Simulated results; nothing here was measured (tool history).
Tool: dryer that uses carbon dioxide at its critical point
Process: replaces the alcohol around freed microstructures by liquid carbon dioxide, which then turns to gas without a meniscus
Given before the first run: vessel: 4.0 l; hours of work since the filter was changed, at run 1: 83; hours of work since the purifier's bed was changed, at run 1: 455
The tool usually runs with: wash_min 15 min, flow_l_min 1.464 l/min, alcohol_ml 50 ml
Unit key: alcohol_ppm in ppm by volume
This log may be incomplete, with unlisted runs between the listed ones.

run	hour	wash_min	flow_l_min	alcohol_ml	hours of work since the filter was changed	hours of work since the purifier's bed was changed	alcohol_ppm
1	0.0	15	1.464	50	83	455	217
2	28.9	11	1.464	50	100	472	638
3	70.3	11	1.464	50	123	496	598
4	87.2	11	1.464	50	133	505	628
5	116.5	11	1.464	50	150	522	640
6	155.4	11	1.464	50	172	544	662
7	184.0	11	1.990	50	188	561	282
8	215.5	15	1.464	50	207	579	271
9	256.5	15	1.464	50	230	602	284
10	292.5	15	1.464	50	251	623	302
11	333.3	15	1.464	50	274	646	285
12	350.4	15	1.464	56	284	656	324
13	385.4	9	1.464	50	304	676	1221
14	424.9	9	1.464	50	327	699	1240
15	449.1	9	1.464	90	340	713	2130
16	466.2	15	1.464	50	350	723	338
17	500.6	18	1.610	49	370	742	164
18	526.1	18	1.610	49	385	757	163
19	549.7	16	1.080	50	398	770	670
20	587.3	12	1.810	50	420	792	378
21	606.2	12	0.880	50	430	803	2012
22	625.4	17	0.880	50	441	814	967
23	660.1	17	0.880	50	461	834	994
24	694.7	15	1.464	101	481	853	693
25	712.7	15	1.464	101	491	864	718
26	750.1	10	0.980	21	513	885	1075

Branching from run 26: 4 alternative next runs. What would each branch give?
# hour 765.9: inlet filter changed
A	786.1	15	0.960	50	12	905	?
# hour 765.9: inlet filter changed
B	786.1	15	1.030	28	12	905	?
# hour 765.9: inlet filter changed
C	786.1	10	0.980	81	12	905	?
# hour 765.9: inlet filter changed
D	786.1	19	1.310	86	12	905	?

run	alcohol_ppm
A	760
B	403
C	2764
D	240
What these runs would have given with no unlogged condition in the tool:
run	alcohol_ppm
A	652
B	298
C	2646
D	140

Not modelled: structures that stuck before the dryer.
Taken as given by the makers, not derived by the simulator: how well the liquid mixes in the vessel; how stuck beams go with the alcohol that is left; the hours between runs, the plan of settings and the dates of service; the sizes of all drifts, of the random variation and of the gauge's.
